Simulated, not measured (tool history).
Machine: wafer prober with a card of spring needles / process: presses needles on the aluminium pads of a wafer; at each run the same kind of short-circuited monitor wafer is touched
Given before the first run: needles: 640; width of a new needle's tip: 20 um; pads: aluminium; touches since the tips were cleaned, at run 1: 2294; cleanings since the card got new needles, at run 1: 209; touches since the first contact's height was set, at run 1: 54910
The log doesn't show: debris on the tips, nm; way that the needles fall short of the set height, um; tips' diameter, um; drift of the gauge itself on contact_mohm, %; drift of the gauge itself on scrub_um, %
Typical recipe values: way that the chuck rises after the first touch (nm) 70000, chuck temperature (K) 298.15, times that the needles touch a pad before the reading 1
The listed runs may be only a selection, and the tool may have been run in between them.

run	hour	way that the chuck rises after the first touch (nm)	chuck temperature (K)	times that the needles touch a pad before the reading	touches since the tips were cleaned	cleanings since the card got new needles	touches since the first contact's height was set	resistance of one needle with its contact and lead (mohm)	way that a needle slides on the pad (nm)
1	0	70000	298.15	1	2294	209	54910	154	14200
# hour 9.9: tips cleaned on abrasive film
# hour 23: tips cleaned on abrasive film
# hour 39.5: tips cleaned on abrasive film
2	46.1	70000	298.15	1	2739	212	73839	160	14200
# hour 52.7: tips cleaned on abrasive film
# hour 69.1: tips cleaned on abrasive film
# hour 85.5: tips cleaned on abrasive film
# hour 98.6: tips cleaned on abrasive film
3	109.3	70000	298.15	2	4414	216	99817	149	14210
# hour 112.7: tips cleaned on abrasive film
# hour 129.1: tips cleaned on abrasive film
# hour 145.5: tips cleaned on abrasive film
# hour 158.7: tips cleaned on abrasive film
# hour 175.1: tips cleaned on abrasive film
4	184.9	63000	298.15	1	4064	221	130864	187	12640
# hour 188.4: tips cleaned on abrasive film
# hour 204.8: tips cleaned on abrasive film
# hour 221.3: tips cleaned on abrasive film
5	225.3	63000	298.15	1	1655	224	147415	165	12610
# hour 235.2: tips cleaned on abrasive film
# hour 248.3: tips cleaned on abrasive film
# hour 255.1: height of the first contact set anew
# hour 261.8: tips cleaned on abrasive film
# hour 278.2: tips cleaned on abrasive film
# hour 294.6: tips cleaned on abrasive film
6	303.9	63000	311.15	1	3842	229	20031	185	12810
# hour 310.5: tips cleaned on abrasive film
# hour 326.9: tips cleaned on abrasive film
# hour 340.1: tips cleaned on abrasive film
# hour 356.5: tips cleaned on abrasive film
# hour 372.9: tips cleaned on abrasive film
7	377.8	70000	298.15	1	2028	234	50390	156	14260
# hour 387.7: tips cleaned on abrasive film
# hour 404.1: tips cleaned on abrasive film
# hour 420.5: tips cleaned on abrasive film
# hour 437: tips cleaned on abrasive film
8	443.1	70000	298.15	1	2534	238	77207	165	14140
# hour 453: tips cleaned on abrasive film
# hour 466.1: tips cleaned on abrasive film
# hour 479.3: tips cleaned on abrasive film
# hour 495.7: tips cleaned on abrasive film
# hour 508.9: tips cleaned on abrasive film, once more
9	509.7	70000	298.15	1	345	243	104535	130	14110
# hour 522.9: tips cleaned on abrasive film
# hour 539.3: tips cleaned on abrasive film
# hour 552.4: tips cleaned on abrasive film
# hour 565.6: tips cleaned on abrasive film
# hour 582: tips cleaned on abrasive film
10	594.7	70000	298.15	1	5260	248	139475	175	14110
# hour 598.1: tips cleaned on abrasive film
# hour 614.5: tips cleaned on abrasive film
# hour 627.7: tips cleaned on abrasive film
# hour 644.1: tips cleaned on abrasive film
# hour 644.4: height of the first contact set anew
# hour 657.5: tips cleaned on abrasive film
11	662.4	70000	298.15	1	2030	253	7427	157	14290
# hour 672.3: tips cleaned on abrasive film
# hour 685.5: tips cleaned on abrasive film
# hour 701.9: tips cleaned on abrasive film
12	710.4	72000	298.15	1	3522	256	27138	165	14610
# hour 717: tips cleaned on abrasive film
# hour 730.2: tips cleaned on abrasive film
# hour 746.6: tips cleaned on abrasive film
# hour 763: tips cleaned on abrasive film
# hour 776.2: tips cleaned on abrasive film
# hour 792.6: tips cleaned on abrasive film
13	797.7	72000	298.15	1	2090	262	62954	158	14560
# hour 807.5: tips cleaned on abrasive film
# hour 824: tips cleaned on abrasive film
# hour 840.4: tips cleaned on abrasive film
14	846.7	79000	342.15	1	2618	265	83112	150	16010
# hour 856.6: tips cleaned on abrasive film
# hour 873: tips cleaned on abrasive film
# hour 889.4: tips cleaned on abrasive film
# hour 902.6: tips cleaned on abrasive film
15	904.5	76000	373.15	1	771	269	106818	137	15350
# hour 917.6: tips cleaned on abrasive film
# hour 930.8: tips cleaned on abrasive film
# hour 947.2: tips cleaned on abrasive film
16	956	76000	373.15	1	3643	272	128001	167	15300
# hour 962.6: tips cleaned on abrasive film
# hour 975.8: tips cleaned on abrasive film
# hour 992.2: tips cleaned on abrasive film
# hour 1005.3: tips cleaned on abrasive film
# hour 1021.8: tips cleaned on abrasive film
# hour 1031.9: height of the first contact set anew
# hour 1038.5: tips cleaned on abrasive film
17	1047.5	70000	298.15	2	3734	278	6433	150	14260
# hour 1054.1: tips cleaned on abrasive film
# hour 1070.6: tips cleaned on abrasive film
# hour 1087: tips cleaned on abrasive film
# hour 1103.4: tips cleaned on abrasive film
18	1112.9	53000	304.15	2	3938	282	33306	179	10810
# hour 1119.5: tips cleaned on abrasive film
# hour 1136: tips cleaned on abrasive film
# hour 1152.4: tips cleaned on abrasive film
19	1158.7	80000	385.15	1	2617	285	52112	159	16230
# hour 1168.6: tips cleaned on abrasive film
# hour 1180.6: card fitted with new needles
# hour 1193.8: tips cleaned on abrasive film
# hour 1210.2: tips cleaned on abrasive film
# hour 1223.3: tips cleaned on abrasive film
20	1234	80000	385.15	1	4423	3	21962	152	16320
# hour 1237.4: tips cleaned on abrasive film
# hour 1253.8: tips cleaned on abrasive film
# hour 1270.2: tips cleaned on abrasive film
# hour 1286.6: tips cleaned on abrasive film
21	1289.7	80000	385.15	1	1285	7	44833	137	16260
# hour 1302.9: tips cleaned on abrasive film
# hour 1319.3: tips cleaned on abrasive film
# hour 1335.7: tips cleaned on abrasive film
# hour 1348.9: tips cleaned on abrasive film
# hour 1365.3: tips cleaned on abrasive film
# hour 1378.5: tips cleaned on abrasive film
22	1379.2	80000	311.15	2	316	13	81574	116	16230
# hour 1392.4: tips cleaned on abrasive film
# hour 1408.8: tips cleaned on abrasive film
# hour 1425.2: tips cleaned on abrasive film
# hour 1441.6: tips cleaned on abrasive film
# hour 1458.1: tips cleaned on abrasive film
23	1461	84000	371.15	1	1232	18	115186	135	16980
# hour 1474.2: tips cleaned on abrasive film
# hour 1490.6: tips cleaned on abrasive film
# hour 1507: tips cleaned on abrasive film
24	1511.7	55000	298.15	1	1918	21	135992	162	11000
# hour 1521.5: tips cleaned on abrasive film
# hour 1538: tips cleaned on abrasive film
# hour 1554.4: tips cleaned on abrasive film
# hour 1567.7: height of the first contact set anew
# hour 1571.1: tips cleaned on abrasive film
# hour 1587.5: tips cleaned on abrasive film
25	1587.8	78000	346.15	1	103	26	8199	121	15940

What if the next run were any one of these 3? Each begins from the tool's condition after run 25:
# hour 1600.9: tips cleaned on abrasive film
# hour 1617.3: tips cleaned on abrasive film
# hour 1633.8: tips cleaned on abrasive film
# hour 1646.9: tips cleaned on abrasive film
# hour 1663.3: tips cleaned on abrasive film
A	1665.6	52000	298.15	1	916	31	40148	?	?
# hour 1600.9: tips cleaned on abrasive film
# hour 1617.3: tips cleaned on abrasive film
# hour 1633.8: tips cleaned on abrasive film
# hour 1646.9: tips cleaned on abrasive film
# hour 1663.3: tips cleaned on abrasive film
B	1665.6	54000	303.15	1	916	31	40148	?	?
# hour 1600.9: tips cleaned on abrasive film
# hour 1617.3: tips cleaned on abrasive film
# hour 1633.8: tips cleaned on abrasive film
# hour 1646.9: tips cleaned on abrasive film
# hour 1663.3: tips cleaned on abrasive film
C	1665.6	79000	346.15	1	916	31	40148	?	?

run	resistance of one needle with its contact and lead (mohm)	way that a needle slides on the pad (nm)
A	155	10570
B	147	10980
C	133	16050
With no hidden state in the tool, these same runs would have given:
run	resistance of one needle with its contact and lead (mohm)	way that a needle slides on the pad (nm)
A	116	10630
B	111	11050
C	116	16110

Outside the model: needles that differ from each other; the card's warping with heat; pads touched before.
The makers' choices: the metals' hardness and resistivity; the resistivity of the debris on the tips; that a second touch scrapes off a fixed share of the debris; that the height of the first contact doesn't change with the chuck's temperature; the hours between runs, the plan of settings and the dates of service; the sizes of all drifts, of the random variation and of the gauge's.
